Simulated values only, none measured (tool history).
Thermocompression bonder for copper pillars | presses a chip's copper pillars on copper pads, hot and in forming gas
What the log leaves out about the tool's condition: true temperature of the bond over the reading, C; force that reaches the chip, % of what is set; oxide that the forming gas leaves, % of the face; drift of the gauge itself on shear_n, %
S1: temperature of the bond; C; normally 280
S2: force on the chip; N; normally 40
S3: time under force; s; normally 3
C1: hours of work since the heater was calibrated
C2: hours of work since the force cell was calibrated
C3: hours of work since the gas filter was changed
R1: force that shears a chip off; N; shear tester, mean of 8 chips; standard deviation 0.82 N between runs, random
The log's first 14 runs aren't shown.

run,hour,S1,S2,S3,C1,C2,C3,R1
15,102.4,290,40,4,88,197,33,72.4
16,107.0,280,40,3,91,200,35,63.6
17,115.1,263,40,2,95,204,40,49.0
18,121.9,273,33,4,99,208,44,59.7
19,132.1,272,30,2,104,213,49,43.8
20,137.6,272,27,3,107,216,52,47.9
21,143.5,272,27,3,111,220,55,47.3
22,147.6,280,40,6,113,222,58,74.4
23,154.8,280,25,2,117,226,62,41.6
24,164.1,280,40,3,122,231,67,62.6
25,171.8,287,27,5,126,235,71,61.2
26,178.7,295,28,2,130,239,75,50.5
27,186.2,280,40,2,134,243,79,55.9
28,195.7,259,40,3,140,249,84,53.7
29,204.2,259,40,3,144,253,89,54.0

Run 30, settings as shown, results not yet in. Your forecast:
30,210.3,263,24,2,148,257,92,?

For run 30 the tool returned R1 33.3 N.
With the hidden condition absent and the run-to-run variation left alone, this run would have shown R1 35.4 N.
